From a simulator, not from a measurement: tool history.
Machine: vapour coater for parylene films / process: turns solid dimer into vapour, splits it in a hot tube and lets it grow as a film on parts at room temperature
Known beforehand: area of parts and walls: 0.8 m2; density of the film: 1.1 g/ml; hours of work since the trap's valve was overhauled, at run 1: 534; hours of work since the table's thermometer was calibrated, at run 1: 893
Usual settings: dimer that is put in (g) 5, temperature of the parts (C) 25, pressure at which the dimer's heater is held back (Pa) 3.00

run	hour	dimer that is put in (g)	temperature of the parts (C)	pressure at which the dimer's heater is held back (Pa)	hours of work since the trap's valve was overhauled	hours of work since the table's thermometer was calibrated	thickness of the film (µm)
1	0.0	5	25	3.00	534	893	3.12
2	16.4	5	25	3.00	548	906	3.11
3	43.0	5	25	3.00	569	928	3.08
4	59.2	5	25	3.00	582	941	3.07
5	93.3	5	25	3.00	609	968	3.03
6	130.8	3	25	3.00	640	998	1.82
7	147.8	3	25	3.00	653	1012	1.84
# hour 172.9: trap's valve overhauled
8	187.2	3	25	3.00	11	1040	2.05
9	220.1	3	25	3.00	38	1067	2.09
10	256.1	3	25	3.00	67	1096	2.05
11	278.4	3	25	3.00	85	1114	2.03
12	314.6	3	25	3.00	114	1143	2.00
13	351.4	5	25	3.00	143	1172	3.37
14	379.1	5	25	3.00	166	1195	3.37
# hour 381.9: table's thermometer calibrated
15	407.2	5	25	3.00	187	20	3.33
16	431.5	2	25	3.00	207	40	1.32
17	462.1	5	25	3.00	232	64	3.27
18	488.0	5	25	3.00	252	85	3.27
19	507.1	5	25	3.00	268	101	3.28
# hour 523.6: table's thermometer calibrated, once more
20	531.8	5	25	3.00	287	7	3.27
21	547.7	5	25	3.00	300	19	3.24
22	583.7	5	25	3.00	328	48	3.25
23	612.1	5	25	3.00	351	71	3.24
24	648.3	5	25	3.00	380	100	3.24
25	668.5	3	22	3.00	397	116	2.05
26	700.8	3	19	4.40	422	142	2.10
27	732.8	4	33	3.77	448	168	2.11
28	764.5	5	28	2.71	474	194	2.96
29	789.2	5	28	2.71	494	213	2.98
30	819.0	3	32	3.55	517	237	1.60
31	837.1	3	28	3.00	532	252	1.76
32	873.6	2	28	2.86	561	281	1.17
33	899.5	2	28	2.86	582	302	1.16
34	937.7	3	18	11.56	613	333	1.91
35	957.7	3	26	3.83	629	349	1.77
36	979.7	3	25	3.83	647	366	1.82
37	1003.2	5	35	3.00	665	385	2.45
# hour 1012.2: trap's valve overhauled
38	1026.8	5	35	3.00	12	401	2.80
39	1048.9	7	18	5.12	29	419	5.34
40	1074.0	7	36	9.27	50	439	3.50
41	1109.2	7	36	9.27	78	467	3.49
42	1140.9	7	19	3.56	103	493	5.29
43	1165.2	7	19	6.63	123	512	5.04
44	1201.1	7	19	6.63	152	541	5.03
45	1229.3	7	19	6.63	174	564	5.01
46	1261.1	7	19	6.63	200	589	4.95

Some steps in thickness of the film (µm), run to run, broken into two amounts with sign: the step expected even without the hidden condition (settings, incoming material, random variation), and the rest, left for the hidden condition together with whatever gauge scatter is not in both the measured and the hidden-condition-free result:
The tool's hidden condition here consists of: vapour lost through the trap's worn valve, %; true temperature of the parts over the reading, C; drift of the gauge itself on film_um, %.
Run 5 -> 6: dimer that is put in (g) 5 -> 3. thickness of the film (µm) -1.21: hidden state +0.15, all else -1.36.
Run 7 -> 8: trap's valve overhauled. thickness of the film (µm) +0.21: hidden state +0.24, all else -0.03.
Run 15 -> 16: dimer that is put in (g) 5 -> 2. thickness of the film (µm) -2.01: hidden state +0.09, all else -2.10.
Run 16 -> 17: dimer that is put in (g) 2 -> 5. thickness of the film (µm) +1.95: hidden state -0.11, all else +2.06.
Run 37 -> 38: trap's valve overhauled. thickness of the film (µm) +0.35: hidden state +0.34, all else +0.01.
Run 38 -> 39: dimer that is put in (g) 5 -> 7, temperature of the parts (C) 35 -> 18, pressure at which the dimer's heater is held back (Pa) 3.00 -> 5.12. thickness of the film (µm) +2.54: hidden state -0.03, all else +2.57.
